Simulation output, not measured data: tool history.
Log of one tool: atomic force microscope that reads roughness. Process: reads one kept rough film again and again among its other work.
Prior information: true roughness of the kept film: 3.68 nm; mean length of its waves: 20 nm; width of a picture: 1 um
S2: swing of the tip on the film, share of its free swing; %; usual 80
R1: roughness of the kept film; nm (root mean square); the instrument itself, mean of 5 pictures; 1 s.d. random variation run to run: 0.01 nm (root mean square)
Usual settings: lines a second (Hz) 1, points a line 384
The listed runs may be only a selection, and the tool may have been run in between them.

{"run": 1, "hour": 0.0, "lines a second (Hz)": 1, "S2": 80, "points a line": 384, "R1": 1.737}
{"run": 2, "hour": 13.5, "lines a second (Hz)": 1, "S2": 80, "points a line": 384, "R1": 1.707}
{"run": 3, "hour": 29.7, "lines a second (Hz)": 1, "S2": 80, "points a line": 384, "R1": 1.658}
{"run": 4, "hour": 49.7, "lines a second (Hz)": 1, "S2": 80, "points a line": 384, "R1": 1.597}
{"run": 5, "hour": 73.9, "lines a second (Hz)": 1, "S2": 80, "points a line": 384, "R1": 1.553}
{"run": 6, "hour": 102.1, "lines a second (Hz)": 1, "S2": 80, "points a line": 384, "R1": 1.493}
{"run": 7, "hour": 133.2, "lines a second (Hz)": 1, "S2": 80, "points a line": 384, "R1": 1.429}
{"run": 8, "hour": 149.1, "lines a second (Hz)": 1, "S2": 80, "points a line": 384, "R1": 1.396}
{"run": 9, "hour": 174.2, "lines a second (Hz)": 0.87, "S2": 70, "points a line": 364, "R1": 1.419}
{"run": 10, "hour": 192.2, "lines a second (Hz)": 0.93, "S2": 80, "points a line": 384, "R1": 2.357}
{"run": 11, "hour": 221.6, "lines a second (Hz)": 1.67, "S2": 58, "points a line": 455, "R1": 2.331}
{"run": 12, "hour": 238.3, "lines a second (Hz)": 1.67, "S2": 58, "points a line": 455, "R1": 2.243}
{"run": 13, "hour": 259.6, "lines a second (Hz)": 1.67, "S2": 58, "points a line": 455, "R1": 2.147}
{"run": 14, "hour": 277.9, "lines a second (Hz)": 1.67, "S2": 68, "points a line": 750, "R1": 1.998}
{"run": 15, "hour": 298.0, "lines a second (Hz)": 0.8, "S2": 80, "points a line": 384, "R1": 1.92}
{"run": 16, "hour": 318.6, "lines a second (Hz)": 0.8, "S2": 80, "points a line": 384, "R1": 1.868}

Not shown here: 1 entry made in the log between runs. Locate each between two listed runs and compare the hidden state at the listed run before it with the hidden state at the listed run after it:
Run 9 -> run 10: new tip fitted (hour 183.7)
  radius of the tip, nm: 38.8 -> 10.8; height scale over the true one, %: -0.26 -> -0.27
  measured less the result without the state, R1: -1.094 -> -0.054 nm (root mean square)
